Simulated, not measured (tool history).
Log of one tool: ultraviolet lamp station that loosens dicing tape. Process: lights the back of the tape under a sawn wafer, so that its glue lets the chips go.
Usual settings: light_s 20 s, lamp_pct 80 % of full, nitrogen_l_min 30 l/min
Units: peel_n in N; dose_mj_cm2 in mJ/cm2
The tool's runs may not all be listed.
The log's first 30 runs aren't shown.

run 31 hour=809.3 | light_s=39 lamp_pct=77 nitrogen_l_min=14 | peel_n=0.494 dose_mj_cm2=518
run 32 hour=827.3 | light_s=14 lamp_pct=72 nitrogen_l_min=14 | peel_n=3.794 dose_mj_cm2=171
run 33 hour=844.1 | light_s=14 lamp_pct=72 nitrogen_l_min=14 | peel_n=3.695 dose_mj_cm2=171
run 34 hour=876.2 | light_s=14 lamp_pct=72 nitrogen_l_min=14 | peel_n=3.877 dose_mj_cm2=167
run 35 hour=907.4 | light_s=14 lamp_pct=65 nitrogen_l_min=14 | peel_n=4.38 dose_mj_cm2=143
-- hour=915.4 window cleaned of glue's vapour
run 36 hour=935.1 | light_s=19 lamp_pct=70 nitrogen_l_min=26 | peel_n=1.381 dose_mj_cm2=252
run 37 hour=968.8 | light_s=19 lamp_pct=70 nitrogen_l_min=26 | peel_n=1.433 dose_mj_cm2=247
run 38 hour=996.5 | light_s=20 lamp_pct=80 nitrogen_l_min=31 | peel_n=0.873 dose_mj_cm2=293
run 39 hour=1026.8 | light_s=20 lamp_pct=94 nitrogen_l_min=31 | peel_n=0.612 dose_mj_cm2=336
run 40 hour=1050.5 | light_s=20 lamp_pct=94 nitrogen_l_min=31 | peel_n=0.636 dose_mj_cm2=333
run 41 hour=1080.9 | light_s=20 lamp_pct=94 nitrogen_l_min=31 | peel_n=0.658 dose_mj_cm2=324

5 ways to go on from here, each from the tool as it stands after run 41. What would each give?
run A hour=1108 | light_s=37 lamp_pct=80 nitrogen_l_min=30 | peel_n=? dose_mj_cm2=?
run B hour=1108 | light_s=13 lamp_pct=66 nitrogen_l_min=29 | peel_n=? dose_mj_cm2=?
run C hour=1108 | light_s=30 lamp_pct=80 nitrogen_l_min=30 | peel_n=? dose_mj_cm2=?
run D hour=1108 | light_s=20 lamp_pct=60 nitrogen_l_min=31 | peel_n=? dose_mj_cm2=?
run E hour=1108 | light_s=11 lamp_pct=79 nitrogen_l_min=30 | peel_n=? dose_mj_cm2=?

run=A peel_n=0.21 dose_mj_cm2=501
run=B peel_n=3.102 dose_mj_cm2=145
run=C peel_n=0.387 dose_mj_cm2=409
run=D peel_n=1.859 dose_mj_cm2=201
run=E peel_n=3.022 dose_mj_cm2=148
Without the tool's hidden state the same runs would have given:
run=A peel_n=0.09 dose_mj_cm2=802
run=B peel_n=1.492 dose_mj_cm2=232
run=C peel_n=0.122 dose_mj_cm2=654
run=D peel_n=0.676 dose_mj_cm2=322
run=E peel_n=1.428 dose_mj_cm2=237
